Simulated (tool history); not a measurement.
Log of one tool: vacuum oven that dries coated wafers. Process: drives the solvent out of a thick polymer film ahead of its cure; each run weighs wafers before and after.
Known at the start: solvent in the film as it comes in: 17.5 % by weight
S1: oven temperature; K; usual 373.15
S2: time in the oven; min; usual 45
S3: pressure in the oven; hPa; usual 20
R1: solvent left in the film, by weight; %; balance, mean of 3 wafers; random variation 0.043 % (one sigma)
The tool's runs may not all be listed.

run 1 day=0 | S1=373.15 S2=45 S3=20 | R1=2.2
run 2 day=0.558 | S1=373.15 S2=45 S3=20 | R1=2.15
run 3 day=1.233 | S1=373.15 S2=45 S3=20 | R1=2.19
run 4 day=1.971 | S1=373.15 S2=45 S3=31.8 | R1=2.5
run 5 day=2.883 | S1=373.15 S2=45 S3=31.8 | R1=2.48
run 6 day=3.812 | S1=373.15 S2=45 S3=31.8 | R1=2.54
run 7 day=4.708 | S1=373.15 S2=45 S3=31.8 | R1=2.52
run 8 day=5.271 | S1=373.15 S2=45 S3=31.8 | R1=2.51
run 9 day=6.004 | S1=373.15 S2=45 S3=31.8 | R1=2.55
run 10 day=6.879 | S1=373.15 S2=45 S3=31.8 | R1=2.57
run 11 day=7.379 | S1=373.15 S2=45 S3=31.8 | R1=2.58
run 12 day=7.842 | S1=373.15 S2=45 S3=31.8 | R1=2.53
run 13 day=8.392 | S1=373.15 S2=45 S3=31.8 | R1=2.57
run 14 day=9.075 | S1=373.15 S2=45 S3=31.8 | R1=2.52
run 15 day=9.729 | S1=373.15 S2=45 S3=31.8 | R1=2.56
run 16 day=10.629 | S1=373.15 S2=45 S3=31.8 | R1=2.55
run 17 day=11.5 | S1=373.15 S2=45 S3=31.8 | R1=2.53
run 18 day=12.342 | S1=373.15 S2=23 S3=20 | R1=5.02
run 19 day=12.754 | S1=373.15 S2=23 S3=20 | R1=5.22
run 20 day=13.267 | S1=373.15 S2=45 S3=20 | R1=2.24
run 21 day=14.096 | S1=373.15 S2=45 S3=20 | R1=2.21
run 22 day=14.95 | S1=373.15 S2=45 S3=20 | R1=2.2
run 23 day=15.867 | S1=373.15 S2=45 S3=20 | R1=2.21
run 24 day=16.558 | S1=384.15 S2=24 S3=13 | R1=1.95
run 25 day=17.321 | S1=384.15 S2=24 S3=13 | R1=1.98
run 26 day=17.788 | S1=373.15 S2=23 S3=33.3 | R1=5.43
run 27 day=18.362 | S1=371.15 S2=45 S3=21.6 | R1=2.74
run 28 day=19.238 | S1=371.15 S2=45 S3=21.6 | R1=2.75
run 29 day=20.004 | S1=371.15 S2=45 S3=21.6 | R1=2.69
run 30 day=20.775 | S1=382.15 S2=32 S3=25.5 | R1=1.7
run 31 day=21.621 | S1=380.15 S2=36 S3=24.6 | R1=1.73
run 32 day=22.158 | S1=388.15 S2=45 S3=20 | R1=0.45
run 33 day=22.683 | S1=372.15 S2=45 S3=34.3 | R1=2.88
run 34 day=23.438 | S1=384.15 S2=77 S3=63.8 | R1=1.42
run 35 day=24.133 | S1=375.15 S2=49 S3=20 | R1=1.61
run 36 day=25.046 | S1=362.15 S2=76 S3=32.3 | R1=3.55
run 37 day=25.875 | S1=362.15 S2=76 S3=32.3 | R1=3.48
run 38 day=26.354 | S1=373.15 S2=32 S3=20 | R1=3.63
run 39 day=27.188 | S1=373.15 S2=32 S3=20 | R1=3.57
run 40 day=27.617 | S1=373.15 S2=45 S3=29.8 | R1=2.48
run 41 day=28.088 | S1=365.15 S2=35 S3=60 | R1=6.7
run 42 day=28.925 | S1=365.15 S2=35 S3=60 | R1=6.87
run 43 day=29.846 | S1=365.15 S2=35 S3=60 | R1=6.84
run 44 day=30.362 | S1=383.15 S2=47 S3=63.7 | R1=1.7
run 45 day=31.079 | S1=379.15 S2=41 S3=57.8 | R1=2.36
run 46 day=32.033 | S1=373.15 S2=55 S3=43.1 | R1=2.32

4 ways to go on from here, each from the tool as it stands after run 46. What would each give?
run A day=32.567 | S1=377.15 S2=28 S3=29.1 | R1=?
run B day=32.567 | S1=358.15 S2=29 S3=42.3 | R1=?
run C day=32.567 | S1=361.15 S2=70 S3=20 | R1=?
run D day=32.567 | S1=383.15 S2=37 S3=27.1 | R1=?

run=A R1=3.38
run=B R1=9.42
run=C R1=3.69
run=D R1=1.29
Without the tool's hidden state the same runs would have given:
run=A R1=3.2
run=B R1=9.2
run=C R1=3.47
run=D R1=1.2

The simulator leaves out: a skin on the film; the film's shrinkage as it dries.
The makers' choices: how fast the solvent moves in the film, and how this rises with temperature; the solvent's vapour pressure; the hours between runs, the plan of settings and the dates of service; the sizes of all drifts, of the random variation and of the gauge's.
